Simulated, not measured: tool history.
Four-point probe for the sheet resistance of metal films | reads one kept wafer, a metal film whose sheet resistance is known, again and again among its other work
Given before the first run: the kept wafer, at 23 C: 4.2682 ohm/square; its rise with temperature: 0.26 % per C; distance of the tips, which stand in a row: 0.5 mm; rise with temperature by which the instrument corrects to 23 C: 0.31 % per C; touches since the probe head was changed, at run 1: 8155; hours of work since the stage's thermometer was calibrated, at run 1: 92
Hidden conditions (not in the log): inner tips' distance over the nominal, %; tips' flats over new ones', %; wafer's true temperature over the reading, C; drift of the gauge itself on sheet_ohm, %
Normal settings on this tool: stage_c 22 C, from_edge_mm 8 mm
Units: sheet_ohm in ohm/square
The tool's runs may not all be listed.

run	hour	stage_c	from_edge_mm	touches since the probe head was changed	hours of work since the stage's thermometer was calibrated	sheet_ohm
1	0	22	8	8155	92	4.251944
2	31.8	22	5	8790	115	4.262793
3	57.7	22	5	9306	133	4.263808
4	81.6	22	5	9781	150	4.263239
5	105.2	22	8	10252	166	4.249974
6	134.4	22	22	10832	187	4.240213
7	164.4	22	22	11431	208	4.240977
8	204.6	22	8	12233	236	4.248433
9	225.6	22	8	12651	251	4.247245
10	254.1	22	8	13217	271	4.247426
11	273	29	8	13595	285	4.234931
12	297	29	8	14073	301	4.233718
13	340.2	22	8	14934	332	4.24946
14	370.1	28	8	15530	353	4.236213
15	406.1	33	8	16247	378	4.226242
16	432.6	23	6	16774	397	4.252588
17	455.5	24	16	17231	413	4.235467
18	497.1	30	26	18060	442	4.223031
19	538.7	25	6	18888	471	4.247141
20	570.8	30	6	19527	494	4.237036
21	611.5	30	6	20339	523	4.237023
22	629.8	30	6	20703	536	4.237126
23	652	32	20	21145	551	4.218688
24	692.8	26	6	21959	580	4.243106
25	726.1	21	3	22623	603	4.300943
26	763.6	23	7	23370	630	4.24363

The next listed run, before its measurement:
27	800.5	30	30	24106	656	?

sheet_ohm: 4.220899 ohm/square
Minus the tool's unlogged condition, the same run would have read sheet_ohm 4.255709 ohm/square.
